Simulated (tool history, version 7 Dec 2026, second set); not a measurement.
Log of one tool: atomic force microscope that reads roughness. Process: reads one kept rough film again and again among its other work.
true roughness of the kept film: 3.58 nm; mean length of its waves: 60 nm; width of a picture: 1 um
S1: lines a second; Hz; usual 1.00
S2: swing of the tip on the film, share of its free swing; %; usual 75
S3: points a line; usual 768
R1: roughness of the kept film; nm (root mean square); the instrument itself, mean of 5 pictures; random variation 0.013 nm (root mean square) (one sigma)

run 1 hour=0.0 | S1=1.00 S2=75 S3=768 | R1=3.168
run 2 hour=8.2 | S1=1.00 S2=75 S3=768 | R1=3.173
run 3 hour=12.6 | S1=1.00 S2=75 S3=768 | R1=3.182
run 4 hour=17.0 | S1=1.00 S2=75 S3=768 | R1=3.151
-- hour=19.3 new tip fitted
run 5 hour=22.0 | S1=1.00 S2=62 S3=768 | R1=3.295
run 6 hour=31.3 | S1=1.00 S2=62 S3=768 | R1=3.337
run 7 hour=41.2 | S1=1.00 S2=62 S3=768 | R1=3.319
run 8 hour=48.2 | S1=1.00 S2=62 S3=768 | R1=3.322
-- hour=50.8 new tip fitted
run 9 hour=54.1 | S1=1.00 S2=78 S3=276 | R1=3.140
run 10 hour=61.7 | S1=0.98 S2=86 S3=569 | R1=3.004
run 11 hour=67.3 | S1=0.98 S2=86 S3=569 | R1=3.007
run 12 hour=73.9 | S1=3.04 S2=75 S3=612 | R1=2.750
run 13 hour=80.8 | S1=3.04 S2=75 S3=612 | R1=2.748
-- hour=82.8 new tip fitted
run 14 hour=90.1 | S1=1.13 S2=75 S3=433 | R1=3.106
run 15 hour=99.9 | S1=1.13 S2=75 S3=433 | R1=3.135

4 ways to go on from here, each from the tool as it stands after run 15. What would each give?
run A hour=108.0 | S1=1.23 S2=76 S3=283 | R1=?
run B hour=108.0 | S1=0.52 S2=70 S3=661 | R1=?
run C hour=108.0 | S1=1.13 S2=75 S3=268 | R1=?
run D hour=108.0 | S1=1.94 S2=86 S3=768 | R1=?

run=A R1=3.087
run=B R1=3.310
run=C R1=3.117
run=D R1=2.683
Without the tool's hidden state the same runs would have given:
run=A R1=3.094
run=B R1=3.318
run=C R1=3.125
run=D R1=2.690
